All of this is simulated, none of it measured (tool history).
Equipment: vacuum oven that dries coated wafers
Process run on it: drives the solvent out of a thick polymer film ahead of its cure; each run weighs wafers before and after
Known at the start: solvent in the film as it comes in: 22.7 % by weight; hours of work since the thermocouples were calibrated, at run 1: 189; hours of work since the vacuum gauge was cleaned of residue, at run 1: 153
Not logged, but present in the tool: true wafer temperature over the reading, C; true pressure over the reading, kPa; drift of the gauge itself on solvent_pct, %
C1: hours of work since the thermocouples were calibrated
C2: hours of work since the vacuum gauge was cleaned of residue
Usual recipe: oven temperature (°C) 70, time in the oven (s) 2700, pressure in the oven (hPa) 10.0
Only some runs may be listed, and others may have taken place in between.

run 1 hour=0.0 | oven_temperature_(°C)=70 time_in_the_oven_(s)=2700 pressure_in_the_oven_(hPa)=10.0 | C1=189 C2=153 | solvent_left_in_the_film_(%)=0.96
run 2 hour=20.8 | oven_temperature_(°C)=70 time_in_the_oven_(s)=2700 pressure_in_the_oven_(hPa)=10.0 | C1=203 C2=166 | solvent_left_in_the_film_(%)=0.94
run 3 hour=32.9 | oven_temperature_(°C)=70 time_in_the_oven_(s)=2700 pressure_in_the_oven_(hPa)=11.2 | C1=210 C2=174 | solvent_left_in_the_film_(%)=0.96
run 4 hour=48.9 | oven_temperature_(°C)=70 time_in_the_oven_(s)=3900 pressure_in_the_oven_(hPa)=11.2 | C1=221 C2=184 | solvent_left_in_the_film_(%)=0.47
run 5 hour=68.4 | oven_temperature_(°C)=75 time_in_the_oven_(s)=2700 pressure_in_the_oven_(hPa)=10.0 | C1=233 C2=197 | solvent_left_in_the_film_(%)=0.35
run 6 hour=81.6 | oven_temperature_(°C)=75 time_in_the_oven_(s)=2700 pressure_in_the_oven_(hPa)=10.0 | C1=242 C2=205 | solvent_left_in_the_film_(%)=0.34
run 7 hour=97.0 | oven_temperature_(°C)=75 time_in_the_oven_(s)=2700 pressure_in_the_oven_(hPa)=17.2 | C1=252 C2=215 | solvent_left_in_the_film_(%)=0.53
run 8 hour=109.3 | oven_temperature_(°C)=75 time_in_the_oven_(s)=2700 pressure_in_the_oven_(hPa)=17.2 | C1=260 C2=223 | solvent_left_in_the_film_(%)=0.54
-- hour=112.0 vacuum gauge cleaned of residue and calibrated
run 9 hour=124.7 | oven_temperature_(°C)=67 time_in_the_oven_(s)=3960 pressure_in_the_oven_(hPa)=18.8 | C1=269 C2=8 | solvent_left_in_the_film_(%)=1.01
run 10 hour=137.9 | oven_temperature_(°C)=76 time_in_the_oven_(s)=1560 pressure_in_the_oven_(hPa)=7.9 | C1=277 C2=17 | solvent_left_in_the_film_(%)=0.94
run 11 hour=156.6 | oven_temperature_(°C)=72 time_in_the_oven_(s)=1560 pressure_in_the_oven_(hPa)=7.9 | C1=289 C2=29 | solvent_left_in_the_film_(%)=2.01
-- hour=171.6 vacuum gauge cleaned of residue and calibrated, once more
run 12 hour=171.6 | oven_temperature_(°C)=70 time_in_the_oven_(s)=4620 pressure_in_the_oven_(hPa)=10.0 | C1=298 C2=0 | solvent_left_in_the_film_(%)=0.34
run 13 hour=181.3 | oven_temperature_(°C)=70 time_in_the_oven_(s)=4620 pressure_in_the_oven_(hPa)=10.0 | C1=304 C2=6 | solvent_left_in_the_film_(%)=0.33
run 14 hour=192.2 | oven_temperature_(°C)=70 time_in_the_oven_(s)=3240 pressure_in_the_oven_(hPa)=6.2 | C1=311 C2=13 | solvent_left_in_the_film_(%)=0.45

Table of differences, measured result less the result of that run with no hidden state. Run-to-run variation is the same in both. Gauge scatter possibly is not:
run=1 solvent_left_in_the_film_(%)=-0.08
run=2 solvent_left_in_the_film_(%)=-0.09
run=3 solvent_left_in_the_film_(%)=-0.09
run=4 solvent_left_in_the_film_(%)=-0.03
run=5 solvent_left_in_the_film_(%)=-0.03
run=6 solvent_left_in_the_film_(%)=-0.03
run=7 solvent_left_in_the_film_(%)=-0.03
run=8 solvent_left_in_the_film_(%)=-0.03
run=9 solvent_left_in_the_film_(%)=-0.08
run=10 solvent_left_in_the_film_(%)=-0.13
run=11 solvent_left_in_the_film_(%)=-0.23
run=12 solvent_left_in_the_film_(%)=-0.03
run=13 solvent_left_in_the_film_(%)=-0.03
run=14 solvent_left_in_the_film_(%)=-0.09
